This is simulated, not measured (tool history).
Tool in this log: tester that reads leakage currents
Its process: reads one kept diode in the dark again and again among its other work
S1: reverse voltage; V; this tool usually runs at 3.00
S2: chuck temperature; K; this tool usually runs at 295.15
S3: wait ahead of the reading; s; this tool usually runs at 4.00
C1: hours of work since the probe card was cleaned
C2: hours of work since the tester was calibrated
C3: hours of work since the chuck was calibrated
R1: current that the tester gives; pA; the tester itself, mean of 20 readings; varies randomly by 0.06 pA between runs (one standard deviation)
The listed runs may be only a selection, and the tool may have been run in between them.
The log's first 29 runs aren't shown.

run     day     S1      S2    S3    C1    C2    C3      R1
 30  52.546   2.52  318.15  4.00   785  1850  2272   77.91
 31  54.071  15.12  294.15  3.53   810  1875  2297   42.30
 32  55.238   1.01  300.15  0.79   829  1894  2316   12.40
 33  57.000   1.01  299.15  1.12   857  1923  2344   11.43
 34  58.154   3.63  301.15  8.49   876  1941  2363   27.69
 35  59.646   5.17  330.15  4.00   900  1966  2387  274.36
 36  61.350   6.42  330.15  0.35   928  1993  2415  313.75
 37  63.250  12.45  330.15  0.35   959  2024  2446  457.47
 38  64.904  12.45  323.15  5.70   986  2051  2473  278.64
     66.442  -- chuck's temperature calibrated
 39  66.733   1.25  308.15  1.40  1014  2079     5   21.28

Each row is a separate what-if for the run after 39, all from the same tool condition, not one after another. Results?
  A  68.546   1.79  295.15  9.61  1043  2109  34   ?
  B  68.546   9.15  333.15  4.00  1043  2109  34   ?
  C  68.546   1.25  298.15  1.40  1043  2109  34   ?
  D  68.546  16.67  308.15  9.80  1043  2109  34   ?

run      R1
  A    9.91
  B  390.61
  C   10.02
  D   98.71
Stripped of hidden state, with their random variation kept, the same runs would have yielded:
run      R1
  A    8.34
  B  387.80
  C    8.99
  D   84.26
